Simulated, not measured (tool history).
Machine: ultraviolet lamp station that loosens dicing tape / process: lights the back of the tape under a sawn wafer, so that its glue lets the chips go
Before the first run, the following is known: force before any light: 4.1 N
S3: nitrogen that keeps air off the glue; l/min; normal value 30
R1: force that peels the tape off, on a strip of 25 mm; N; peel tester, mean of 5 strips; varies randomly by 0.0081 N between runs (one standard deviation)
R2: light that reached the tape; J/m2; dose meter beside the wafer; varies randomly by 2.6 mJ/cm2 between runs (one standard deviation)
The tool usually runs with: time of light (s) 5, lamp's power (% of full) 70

Run 1, hour 0: usual settings. Result: R1 0.334 N, R2 3300 J/m2.
Run 2, hour 7.8: usual settings but S3 10 l/min. Result: R1 0.76 N, R2 3250 J/m2.
Run 3, hour 16.2: usual settings but S3 10 l/min. Result: R1 0.758 N, R2 3250 J/m2.
Run 4, hour 24.5: usual settings but S3 10 l/min. Result: R1 0.75 N, R2 3220 J/m2.
Run 5, hour 33.9: usual settings but lamp's power (% of full) 83, S3 10 l/min. Result: R1 0.594 N, R2 3830 J/m2.
Run 6, hour 43.2: usual settings but lamp's power (% of full) 86. Result: R1 0.27 N, R2 3990 J/m2.
Run 7, hour 48.3: usual settings but time of light (s) 4, lamp's power (% of full) 86. Result: R1 0.347 N, R2 3210 J/m2.
Run 8, hour 53.8: usual settings but lamp's power (% of full) 69. Result: R1 0.361 N, R2 3210 J/m2.
Run 9, hour 59.5: usual settings. Result: R1 0.362 N, R2 3230 J/m2.
Run 10, hour 67: usual settings. Result: R1 0.357 N, R2 3210 J/m2.
Run 11, hour 73.5: usual settings. Result: R1 0.358 N, R2 3150 J/m2.
Run 12, hour 78.6: usual settings but S3 27 l/min. Result: R1 0.384 N, R2 3180 J/m2.
Run 13, hour 86.5: usual settings but S3 27 l/min. Result: R1 0.377 N, R2 3210 J/m2.
At hour 97.4: window cleaned of glue's vapour.
Run 14, hour 97.6: usual settings but S3 27 l/min. Result: R1 0.368 N, R2 3250 J/m2.
Run 15, hour 106.7: usual settings but S3 27 l/min. Result: R1 0.374 N, R2 3260 J/m2.
Run 16, hour 113.3: usual settings but time of light (s) 2, S3 38 l/min. Result: R1 1.195 N, R2 1320 J/m2.
Run 17, hour 120.7: usual settings but time of light (s) 2, S3 38 l/min. Result: R1 1.21 N, R2 1320 J/m2.
Run 18, hour 128.1: usual settings but time of light (s) 3, lamp's power (% of full) 79, S3 49 l/min. Result: R1 0.478 N, R2 2250 J/m2.
Run 19, hour 138: usual settings but time of light (s) 3, lamp's power (% of full) 79, S3 49 l/min. Result: R1 0.499 N, R2 2200 J/m2.
Run 20, hour 147.5: usual settings but time of light (s) 2, lamp's power (% of full) 69, S3 12 l/min. Result: R1 1.995 N, R2 1290 J/m2.
Run 21, hour 156.3: usual settings but time of light (s) 3, lamp's power (% of full) 69, S3 19 l/min. Result: R1 1.102 N, R2 1940 J/m2.
Run 22, hour 163.4: usual settings but time of light (s) 3, lamp's power (% of full) 69, S3 21 l/min. Result: R1 0.951 N, R2 1910 J/m2.
Run 23, hour 168.3: usual settings but S3 48 l/min. Result: R1 0.267 N, R2 3200 J/m2.
Run 24, hour 173: usual settings but S3 12 l/min. Result: R1 0.675 N, R2 3220 J/m2.
Run 25, hour 178.9: usual settings but S3 15 l/min. Result: R1 0.609 N, R2 3200 J/m2.
Run 26, hour 184.5: usual settings but S3 15 l/min. Result: R1 0.6 N, R2 3190 J/m2.
Run 27, hour 192.9: usual settings but time of light (s) 3, lamp's power (% of full) 97. Result: R1 0.507 N, R2 2680 J/m2.
Run 28, hour 200.5: usual settings but time of light (s) 4, S3 10 l/min. Result: R1 1.077 N, R2 2560 J/m2.
Run 29, hour 206: usual settings but time of light (s) 6, lamp's power (% of full) 78, S3 31 l/min. Result: R1 0.226 N, R2 4240 J/m2.

4 ways to go on from here, each from the tool as it stands after run 29. What would each give?
Run A, hour 212.4: usual settings but lamp's power (% of full) 82. Result: R1 ?, R2 ?.
Run B, hour 212.4: usual settings. Result: R1 ?, R2 ?.
Run C, hour 212.4: usual settings but time of light (s) 6, lamp's power (% of full) 68, S3 31 l/min. Result: R1 ?, R2 ?.
Run D, hour 212.4: usual settings but lamp's power (% of full) 64, S3 11 l/min. Result: R1 ?, R2 ?.

run     R1    R2
  A  0.287  3660
  B  0.369  3150
  C  0.292  3680
  D  0.857  2930
Without the tool's unlogged condition, the same runs would have read:
run     R1    R2
  A  0.252  4030
  B  0.318  3460
  C  0.256  4040
  D  0.748  3220
